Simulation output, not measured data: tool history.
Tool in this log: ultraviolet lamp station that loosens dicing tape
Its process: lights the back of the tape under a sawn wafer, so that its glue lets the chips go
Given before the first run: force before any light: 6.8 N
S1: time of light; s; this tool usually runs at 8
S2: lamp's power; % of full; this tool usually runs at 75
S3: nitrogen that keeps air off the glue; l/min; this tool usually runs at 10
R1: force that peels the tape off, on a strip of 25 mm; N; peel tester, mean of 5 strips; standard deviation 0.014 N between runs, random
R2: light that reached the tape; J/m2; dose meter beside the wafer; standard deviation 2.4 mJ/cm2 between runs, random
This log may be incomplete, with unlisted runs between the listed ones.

run,day,S1,S2,S3,R1,R2
1,0,8,75,10,0.752,2490
2,0.271,8,75,10,0.722,2520
3,0.75,8,75,10,0.76,2460
4,1.096,8,75,10,0.751,2470
5,1.392,8,75,10,0.755,2480
6,1.896,8,75,10,0.745,2440
7,2.296,8,75,10,0.775,2430
8,2.525,8,75,13,0.626,2410
9,2.883,8,90,10,0.539,2880
10,3.338,8,90,10,0.55,2910
11,3.7,8,90,10,0.561,2860
12,4.15,8,90,10,0.562,2810
13,4.529,8,96,10,0.494,3010
14,4.988,8,96,10,0.514,3050
15,5.425,8,96,10,0.525,3020
16,5.738,8,96,10,0.524,3080
17,5.983,8,92,10,0.557,2910
18,6.45,8,75,10,0.82,2300
19,6.967,8,75,8,0.977,2360
20,7.371,8,91,10,0.584,2820
21,7.896,8,75,10,0.86,2300
22,8.379,8,75,10,0.845,2320
23,8.904,8,75,10,0.894,2230
24,9.25,6,98,10,0.903,2230
25,9.767,6,98,10,0.896,2250
26,10,7,75,4,1.881,1980
27,10.454,15,98,5,0.281,5520
28,10.771,7,82,5,1.486,2160
29,11.062,7,82,5,1.498,2180
30,11.583,7,82,5,1.508,2150
31,11.85,7,82,5,1.528,2130
32,12.112,7,78,5,1.63,2040
33,12.462,8,95,14,0.47,2810
34,12.696,8,63,12,1.107,1810
35,12.988,10,68,5,1.212,2490
36,13.471,9,69,10,0.894,2270
37,13.958,8,87,10,0.708,2540
38,14.258,16,67,8,0.371,3890
39,14.483,7,72,5,1.89,1790
40,14.908,7,72,5,1.878,1810
41,15.4,8,81,10,0.845,2340
42,15.867,8,81,10,0.844,2320
43,16.321,4,93,10,2.005,1310
44,16.625,8,76,10,0.965,2150
45,17.146,7,76,10,1.15,1870

Branching from run 45: 3 alternative next runs. What would each branch give?
A,17.538,7,76,4,?,?
B,17.538,8,68,20,?,?
C,17.538,16,86,6,?,?

run,R1,R2
A,2.001,1850
B,0.779,1910
C,0.322,4860
Without the tool's hidden state the same runs would have given:
run,R1,R2
A,1.461,2370
B,0.487,2440
C,0.232,6200
